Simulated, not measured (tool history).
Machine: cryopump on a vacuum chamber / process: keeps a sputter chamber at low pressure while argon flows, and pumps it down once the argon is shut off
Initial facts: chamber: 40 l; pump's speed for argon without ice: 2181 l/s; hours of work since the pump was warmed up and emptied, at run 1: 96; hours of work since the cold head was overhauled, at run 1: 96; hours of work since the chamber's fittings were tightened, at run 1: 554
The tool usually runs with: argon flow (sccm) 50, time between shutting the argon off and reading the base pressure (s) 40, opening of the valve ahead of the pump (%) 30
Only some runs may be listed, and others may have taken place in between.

| run | day | argon flow (sccm) | time between shutting the argon off and reading the base pressure (s) | opening of the valve ahead of the pump (%) | hours of work since the pump was warmed up and emptied | hours of work since the cold head was overhauled | hours of work since the chamber's fittings were tightened | pressure while argon flows (Pa) | pressure after the wait (uPa) |
|---|---|---|---|---|---|---|---|---|---|
| 1 | 0.000 | 50 | 40 | 30 | 96 | 96 | 554 | 0.1319 | 1.69 |
| 2 | 0.483 | 50 | 40 | 30 | 101 | 101 | 559 | 0.1323 | 1.69 |
| 3 | 0.929 | 50 | 40 | 30 | 106 | 106 | 563 | 0.1323 | 1.77 |
| 4 | 1.450 | 50 | 40 | 30 | 111 | 111 | 568 | 0.1314 | 1.76 |
| 5 | 2.083 | 50 | 40 | 30 | 117 | 117 | 575 | 0.1320 | 1.83 |
| 6 | 2.467 | 50 | 40 | 30 | 121 | 121 | 579 | 0.1338 | 1.71 |
| 7 | 3.067 | 50 | 40 | 30 | 127 | 127 | 585 | 0.1307 | 1.76 |
| 8 | 3.542 | 50 | 40 | 30 | 132 | 132 | 589 | 0.1321 | 1.77 |
| 9 | 3.958 | 50 | 40 | 30 | 136 | 136 | 594 | 0.1322 | 1.74 |
| 10 | 4.500 | 50 | 40 | 30 | 141 | 141 | 599 | 0.1323 | 1.73 |
| 11 | 4.854 | 50 | 40 | 30 | 145 | 145 | 603 | 0.1311 | 1.67 |
| 12 | 5.371 | 50 | 152 | 30 | 150 | 150 | 608 | 0.1337 | 0.65 |
| 13 | 5.800 | 50 | 40 | 15 | 154 | 154 | 612 | 0.2620 | 1.70 |
| 14 | 6.075 | 62 | 40 | 30 | 157 | 157 | 615 | 0.1642 | 1.75 |
| 15 | 6.429 | 62 | 40 | 30 | 161 | 161 | 618 | 0.1641 | 1.73 |
| 16 | 6.842 | 62 | 40 | 30 | 165 | 165 | 622 | 0.1639 | 1.75 |
| 17 | 7.438 | 62 | 40 | 30 | 171 | 171 | 628 | 0.1651 | 1.73 |
| 18 | 8.058 | 51 | 247 | 30 | 177 | 177 | 635 | 0.1362 | 0.54 |
| 19 | 8.558 | 29 | 247 | 52 | 182 | 182 | 640 | 0.0454 | 0.56 |
| 20 | 8.883 | 51 | 131 | 18 | 185 | 185 | 643 | 0.2251 | 0.73 |
| 21 | 9.196 | 50 | 42 | 30 | 188 | 188 | 646 | 0.1321 | 1.62 |
| 22 | 9.688 | 50 | 227 | 20 | 193 | 193 | 651 | 0.1976 | 0.60 |
| 23 | 9.971 | 28 | 40 | 53 | 196 | 196 | 654 | 0.0432 | 1.72 |
| 24 | 10.629 | 95 | 267 | 30 | 203 | 203 | 660 | 0.2544 | 0.55 |
| 25 | 11.258 | 71 | 40 | 30 | 209 | 209 | 667 | 0.1893 | 1.83 |
| 26 | 11.596 | 38 | 20 | 47 | 213 | 213 | 670 | 0.0660 | 3.15 |
| 27 | 12.104 | 38 | 20 | 47 | 218 | 218 | 675 | 0.0650 | 3.26 |
| 28 | 12.588 | 38 | 20 | 47 | 223 | 223 | 680 | 0.0670 | 3.15 |
| 29 | 12.950 | 96 | 161 | 23 | 226 | 226 | 684 | 0.3333 | 0.70 |
| 30 | 13.300 | 38 | 85 | 34 | 230 | 230 | 687 | 0.0910 | 0.99 |
| 31 | 13.858 | 54 | 30 | 16 | 235 | 235 | 693 | 0.2676 | 2.20 |
| 32 | 14.404 | 87 | 40 | 33 | 241 | 241 | 698 | 0.2148 | 1.75 |
| 33 | 14.804 | 87 | 40 | 33 | 245 | 245 | 702 | 0.2151 | 1.81 |
| 34 | 15.154 | 87 | 97 | 32 | 248 | 248 | 706 | 0.2185 | 0.90 |

Pick out some run-to-run changes in pressure while argon flows (Pa). Of each, how much would a tool without hidden state show as well, from the settings, what came in and chance, and how much is left for the hidden state and any gauge scatter not in both results compared?
Hidden state present: pump's speed, % of a pump's without ice; cold plate's temperature, K; leak into the chamber, uPa l/s; drift of the gauge itself on working_pa, %; drift of the gauge itself on base_upa, %.
Run 23 -> 24: argon flow (sccm) 28 -> 95, time between shutting the argon off and reading the base pressure (s) 40 -> 267, opening of the valve ahead of the pump (%) 53 -> 30. pressure while argon flows (Pa) +0.2112: hidden state +0.0058, all else +0.2054.
Run 28 -> 29: argon flow (sccm) 38 -> 96, time between shutting the argon off and reading the base pressure (s) 20 -> 161, opening of the valve ahead of the pump (%) 47 -> 23. pressure while argon flows (Pa) +0.2663: hidden state +0.0056, all else +0.2607.
Run 29 -> 30: argon flow (sccm) 96 -> 38, time between shutting the argon off and reading the base pressure (s) 161 -> 85, opening of the valve ahead of the pump (%) 23 -> 34. pressure while argon flows (Pa) -0.2423: hidden state -0.0055, all else -0.2368.
